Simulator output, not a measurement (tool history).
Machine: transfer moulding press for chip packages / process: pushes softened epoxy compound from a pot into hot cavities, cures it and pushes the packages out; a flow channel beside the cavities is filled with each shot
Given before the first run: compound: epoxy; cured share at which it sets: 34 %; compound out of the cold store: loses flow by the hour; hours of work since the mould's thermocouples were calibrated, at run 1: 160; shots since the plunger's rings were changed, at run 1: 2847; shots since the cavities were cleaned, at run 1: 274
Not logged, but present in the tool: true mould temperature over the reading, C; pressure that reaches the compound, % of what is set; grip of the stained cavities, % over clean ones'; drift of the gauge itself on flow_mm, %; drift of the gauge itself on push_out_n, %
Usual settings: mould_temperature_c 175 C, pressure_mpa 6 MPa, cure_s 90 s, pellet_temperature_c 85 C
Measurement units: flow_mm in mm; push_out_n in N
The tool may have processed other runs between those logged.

| run | hour | mould_temperature_c | pressure_mpa | cure_s | pellet_temperature_c | hours of work since the mould's thermocouples were calibrated | shots since the plunger's rings were changed | shots since the cavities were cleaned | incoming compound's hours out of the cold store | flow_mm | push_out_n |
|---|---|---|---|---|---|---|---|---|---|---|---|
| 1 | 0 | 175 | 6 | 90 | 85 | 160 | 2847 | 274 | 44.1 | 614 | 660 |
| 2 | 4.5 | 175 | 6 | 90 | 85 | 162 | 2888 | 315 | 39.5 | 625 | 701 |
| 3 | 9.2 | 175 | 4.62 | 90 | 85 | 164 | 2930 | 357 | 13 | 610 | 753 |
| 4 | 17.3 | 175 | 4.62 | 90 | 85 | 167 | 3004 | 431 | 9.8 | 626 | 804 |
| 5 | 21.6 | 175 | 4.62 | 90 | 85 | 169 | 3044 | 471 | 38.3 | 548 | 745 |
| 6 | 28.7 | 179 | 6 | 90 | 85 | 172 | 3109 | 536 | 18.2 | 691 | 649 |
|  | 34.1 | cavities cleaned with cleaning compound and waxed |
| 7 | 38.7 | 179 | 6 | 90 | 85 | 175 | 3186 | 42 | 37.9 | 620 | 421 |
| 8 | 45.8 | 179 | 6 | 90 | 85 | 178 | 3252 | 108 | 32.9 | 629 | 471 |
| 9 | 53 | 179 | 6 | 90 | 85 | 181 | 3317 | 173 | 24.9 | 647 | 495 |
| 10 | 59 | 183 | 6 | 90 | 85 | 184 | 3371 | 227 | 37.1 | 600 | 461 |
| 11 | 64.8 | 183 | 6 | 90 | 85 | 186 | 3425 | 281 | 15.7 | 675 | 490 |
| 12 | 70.2 | 183 | 6 | 90 | 85 | 189 | 3474 | 330 | 14.3 | 668 | 540 |
| 13 | 74.5 | 183 | 6 | 90 | 85 | 190 | 3513 | 369 | 19.4 | 652 | 520 |
| 14 | 84.2 | 183 | 6 | 90 | 85 | 194 | 3602 | 458 | 29.2 | 622 | 571 |
| 15 | 91.4 | 175 | 6 | 90 | 85 | 197 | 3667 | 523 | 24.2 | 663 | 783 |
|  | 97.9 | cavities cleaned with cleaning compound and waxed |
| 16 | 98.6 | 175 | 6 | 90 | 85 | 200 | 3720 | 7 | 45.4 | 592 | 474 |
|  | 107.5 | plunger's sealing rings changed |
| 17 | 107.6 | 175 | 6 | 90 | 85 | 203 | 0 | 66 | 21.1 | 718 | 532 |
| 18 | 114.5 | 175 | 6 | 90 | 85 | 205 | 63 | 129 | 26.4 | 698 | 572 |
| 19 | 122.3 | 175 | 6 | 87 | 80 | 209 | 135 | 201 | 18.7 | 733 | 701 |
| 20 | 128.1 | 175 | 6 | 87 | 80 | 211 | 188 | 254 | 31.1 | 689 | 704 |
| 21 | 135.9 | 175 | 6 | 87 | 80 | 214 | 259 | 325 | 23.3 | 721 | 760 |
| 22 | 144 | 179 | 4.97 | 127 | 95 | 218 | 333 | 399 | 30 | 610 | 513 |
| 23 | 148.2 | 179 | 4.97 | 127 | 95 | 219 | 371 | 437 | 44.2 | 575 | 522 |
| 24 | 155.3 | 177 | 6 | 94 | 85 | 222 | 436 | 502 | 47.2 | 630 | 627 |
|  | 163.9 | cavities cleaned with cleaning compound and waxed |
| 25 | 165.7 | 177 | 6 | 94 | 85 | 226 | 518 | 17 | 46.4 | 634 | 405 |
| 26 | 171.8 | 177 | 6 | 94 | 85 | 229 | 573 | 72 | 44.8 | 641 | 454 |
| 27 | 179.3 | 175 | 6 | 80 | 82 | 232 | 641 | 140 | 38.2 | 659 | 742 |
| 28 | 185 | 175 | 6 | 80 | 82 | 234 | 693 | 192 | 45.1 | 653 | 763 |
| 29 | 194.4 | 175 | 6 | 80 | 82 | 238 | 779 | 278 | 16.4 | 722 | 896 |

3 ways to go on from here, each from the tool as it stands after run 29. What would each give?
| A | 201.8 | 169 | 6.19 | 90 | 79 | 241 | 847 | 346 | 21.3 | ? | ? |
| B | 201.8 | 175 | 5.25 | 90 | 85 | 241 | 847 | 346 | 45.4 | ? | ? |
| C | 201.8 | 170 | 7.05 | 88 | 82 | 241 | 847 | 346 | 43 | ? | ? |

| run | flow_mm | push_out_n |
|---|---|---|
| A | 740 | 1166 |
| B | 599 | 702 |
| C | 709 | 1022 |
Stripped of hidden state, with their random variation kept, the same runs would have yielded:
| run | flow_mm | push_out_n |
|---|---|---|
| A | 755 | 793 |
| B | 611 | 477 |
| C | 723 | 696 |
